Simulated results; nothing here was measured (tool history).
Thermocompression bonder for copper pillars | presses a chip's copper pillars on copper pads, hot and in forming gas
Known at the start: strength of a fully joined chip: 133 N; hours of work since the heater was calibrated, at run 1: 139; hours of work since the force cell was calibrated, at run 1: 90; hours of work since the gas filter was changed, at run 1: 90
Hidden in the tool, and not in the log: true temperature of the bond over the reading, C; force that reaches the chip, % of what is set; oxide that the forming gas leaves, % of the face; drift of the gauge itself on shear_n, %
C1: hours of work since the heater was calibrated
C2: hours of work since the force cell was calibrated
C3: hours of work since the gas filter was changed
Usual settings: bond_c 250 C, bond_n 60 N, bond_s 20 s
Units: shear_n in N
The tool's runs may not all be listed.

{"run": 1, "hour": 0.0, "bond_c": 250, "bond_n": 60, "bond_s": 20, "C1": 139, "C2": 90, "C3": 90, "shear_n": 77.2}
{"run": 2, "hour": 45.5, "bond_c": 250, "bond_n": 60, "bond_s": 20, "C1": 165, "C2": 117, "C3": 117, "shear_n": 77.7}
{"run": 3, "hour": 107.0, "bond_c": 250, "bond_n": 60, "bond_s": 20, "C1": 202, "C2": 153, "C3": 153, "shear_n": 77.6}
{"run": 4, "hour": 175.4, "bond_c": 250, "bond_n": 60, "bond_s": 20, "C1": 242, "C2": 193, "C3": 193, "shear_n": 78.0}
{"run": 5, "hour": 257.0, "bond_c": 250, "bond_n": 51, "bond_s": 20, "C1": 290, "C2": 241, "C3": 241, "shear_n": 71.7}
{"run": 6, "hour": 300.1, "bond_c": 250, "bond_n": 60, "bond_s": 20, "C1": 315, "C2": 266, "C3": 266, "shear_n": 78.7}
{"run": 7, "hour": 340.5, "bond_c": 250, "bond_n": 60, "bond_s": 20, "C1": 339, "C2": 290, "C3": 290, "shear_n": 78.5}
{"run": 8, "hour": 401.9, "bond_c": 250, "bond_n": 37, "bond_s": 20, "C1": 375, "C2": 326, "C3": 326, "shear_n": 59.5}
{"run": 9, "hour": 465.0, "bond_c": 250, "bond_n": 37, "bond_s": 20, "C1": 412, "C2": 363, "C3": 363, "shear_n": 59.6}
{"run": 10, "hour": 520.6, "bond_c": 250, "bond_n": 60, "bond_s": 20, "C1": 444, "C2": 395, "C3": 395, "shear_n": 79.4}
{"hour": 547.9, "done": "forming gas filter changed"}
{"run": 11, "hour": 580.3, "bond_c": 250, "bond_n": 60, "bond_s": 20, "C1": 479, "C2": 430, "C3": 19, "shear_n": 82.4}
{"run": 12, "hour": 623.4, "bond_c": 250, "bond_n": 60, "bond_s": 20, "C1": 504, "C2": 455, "C3": 44, "shear_n": 82.6}
{"hour": 633.6, "done": "heater calibrated with a thermocouple chip"}
{"run": 13, "hour": 707.5, "bond_c": 250, "bond_n": 60, "bond_s": 24, "C1": 43, "C2": 504, "C3": 93, "shear_n": 88.4}
{"run": 14, "hour": 784.5, "bond_c": 250, "bond_n": 60, "bond_s": 17, "C1": 89, "C2": 549, "C3": 138, "shear_n": 80.3}
{"run": 15, "hour": 857.6, "bond_c": 250, "bond_n": 60, "bond_s": 19, "C1": 132, "C2": 592, "C3": 181, "shear_n": 83.5}
{"run": 16, "hour": 941.1, "bond_c": 250, "bond_n": 60, "bond_s": 39, "C1": 181, "C2": 641, "C3": 230, "shear_n": 99.5}
{"run": 17, "hour": 993.2, "bond_c": 250, "bond_n": 60, "bond_s": 39, "C1": 211, "C2": 671, "C3": 260, "shear_n": 100.2}
{"run": 18, "hour": 1066.2, "bond_c": 250, "bond_n": 60, "bond_s": 39, "C1": 254, "C2": 714, "C3": 303, "shear_n": 99.8}
{"hour": 1122.2, "done": "heater calibrated with a thermocouple chip, once more"}
{"run": 19, "hour": 1156.6, "bond_c": 250, "bond_n": 60, "bond_s": 39, "C1": 20, "C2": 766, "C3": 355, "shear_n": 90.1}
{"run": 20, "hour": 1212.8, "bond_c": 250, "bond_n": 60, "bond_s": 39, "C1": 53, "C2": 799, "C3": 388, "shear_n": 90.1}
{"hour": 1252.5, "done": "forming gas filter changed"}
{"run": 21, "hour": 1265.3, "bond_c": 259, "bond_n": 60, "bond_s": 19, "C1": 84, "C2": 830, "C3": 8, "shear_n": 85.1}
{"run": 22, "hour": 1312.1, "bond_c": 259, "bond_n": 55, "bond_s": 25, "C1": 111, "C2": 857, "C3": 35, "shear_n": 88.2}
{"run": 23, "hour": 1348.1, "bond_c": 222, "bond_n": 52, "bond_s": 18, "C1": 132, "C2": 878, "C3": 56, "shear_n": 45.4}
{"run": 24, "hour": 1393.2, "bond_c": 222, "bond_n": 52, "bond_s": 18, "C1": 159, "C2": 905, "C3": 83, "shear_n": 45.7}
{"run": 25, "hour": 1430.6, "bond_c": 254, "bond_n": 55, "bond_s": 40, "C1": 181, "C2": 927, "C3": 105, "shear_n": 94.8}
{"run": 26, "hour": 1476.3, "bond_c": 250, "bond_n": 60, "bond_s": 16, "C1": 208, "C2": 953, "C3": 131, "shear_n": 73.9}
{"run": 27, "hour": 1549.2, "bond_c": 250, "bond_n": 60, "bond_s": 16, "C1": 250, "C2": 996, "C3": 174, "shear_n": 73.2}
{"run": 28, "hour": 1586.9, "bond_c": 241, "bond_n": 58, "bond_s": 20, "C1": 273, "C2": 1018, "C3": 196, "shear_n": 69.1}
{"run": 29, "hour": 1649.0, "bond_c": 265, "bond_n": 58, "bond_s": 37, "C1": 309, "C2": 1055, "C3": 233, "shear_n": 103.9}
{"run": 30, "hour": 1731.8, "bond_c": 261, "bond_n": 44, "bond_s": 17, "C1": 358, "C2": 1103, "C3": 281, "shear_n": 72.6}
{"run": 31, "hour": 1773.3, "bond_c": 244, "bond_n": 69, "bond_s": 17, "C1": 382, "C2": 1128, "C3": 306, "shear_n": 75.6}
{"run": 32, "hour": 1816.7, "bond_c": 244, "bond_n": 69, "bond_s": 17, "C1": 407, "C2": 1153, "C3": 331, "shear_n": 76.6}
{"run": 33, "hour": 1892.4, "bond_c": 241, "bond_n": 37, "bond_s": 20, "C1": 452, "C2": 1198, "C3": 376, "shear_n": 53.6}
{"run": 34, "hour": 1935.6, "bond_c": 241, "bond_n": 37, "bond_s": 58, "C1": 477, "C2": 1223, "C3": 401, "shear_n": 77.0}
{"hour": 1955.9, "done": "forming gas filter changed"}
{"run": 35, "hour": 1999.2, "bond_c": 250, "bond_n": 83, "bond_s": 15, "C1": 514, "C2": 1260, "C3": 25, "shear_n": 90.7}
{"run": 36, "hour": 2038.3, "bond_c": 279, "bond_n": 86, "bond_s": 15, "C1": 537, "C2": 1283, "C3": 48, "shear_n": 114.4}
{"hour": 2079.7, "done": "heater calibrated with a thermocouple chip"}
{"run": 37, "hour": 2081.6, "bond_c": 268, "bond_n": 90, "bond_s": 20, "C1": 1, "C2": 1307, "C3": 73, "shear_n": 109.3}
{"run": 38, "hour": 2156.4, "bond_c": 242, "bond_n": 60, "bond_s": 24, "C1": 45, "C2": 1351, "C3": 117, "shear_n": 73.6}
{"run": 39, "hour": 2202.7, "bond_c": 242, "bond_n": 74, "bond_s": 24, "C1": 72, "C2": 1378, "C3": 144, "shear_n": 83.4}

Hidden state at the last listed run before each entry between runs and at the first one after, where it differs:
Between runs 10 and 11: forming gas filter changed (hour 547.9)
  true temperature of the bond over the reading, C: 5.7 -> 6.2; force that reaches the chip, % of what is set: 101.9 -> 102; oxide that the forming gas leaves, % of the face: 4.1 -> 0.74
  measured less the result without the state, shear_n: +3.3 -> +6.5 N
Between runs 12 and 13: heater calibrated with a thermocouple chip (hour 633.6)
  true temperature of the bond over the reading, C: 6.5 -> 8.1; force that reaches the chip, % of what is set: 102.1 -> 102.2; oxide that the forming gas leaves, % of the face: 0.98 -> 1.41
  measured less the result without the state, shear_n: +6.6 -> +7.7 N
Between runs 18 and 19: heater calibrated with a thermocouple chip, once more (hour 1122.2)
  true temperature of the bond over the reading, C: 10.9 -> -0.5; force that reaches the chip, % of what is set: 103 -> 103.2; oxide that the forming gas leaves, % of the face: 3.27 -> 3.79
  measured less the result without the state, shear_n: +7.9 -> -2.2 N
Between runs 20 and 21: forming gas filter changed (hour 1252.5)
  true temperature of the bond over the reading, C: -0.1 -> 0.3; force that reaches the chip, % of what is set: 103.3 -> 103.4; oxide that the forming gas leaves, % of the face: 4.1 -> 0.65
  measured less the result without the state, shear_n: -2.1 -> +1.6 N
Between runs 34 and 35: forming gas filter changed (hour 1955.9)
  true temperature of the bond over the reading, C: 5.5 -> 6; force that reaches the chip, % of what is set: 104.9 -> 105; oxide that the forming gas leaves, % of the face: 4.2 -> 0.76
  measured less the result without the state, shear_n: +4.4 -> +7.5 N
Between runs 36 and 37: heater calibrated with a thermocouple chip (hour 2079.7)
  true temperature of the bond over the reading, C: 6.3 -> -1; force that reaches the chip, % of what is set: 105.1 -> 105.2; oxide that the forming gas leaves, % of the face: 0.95 -> 1.19
  measured less the result without the state, shear_n: +5.3 -> +0.3 N
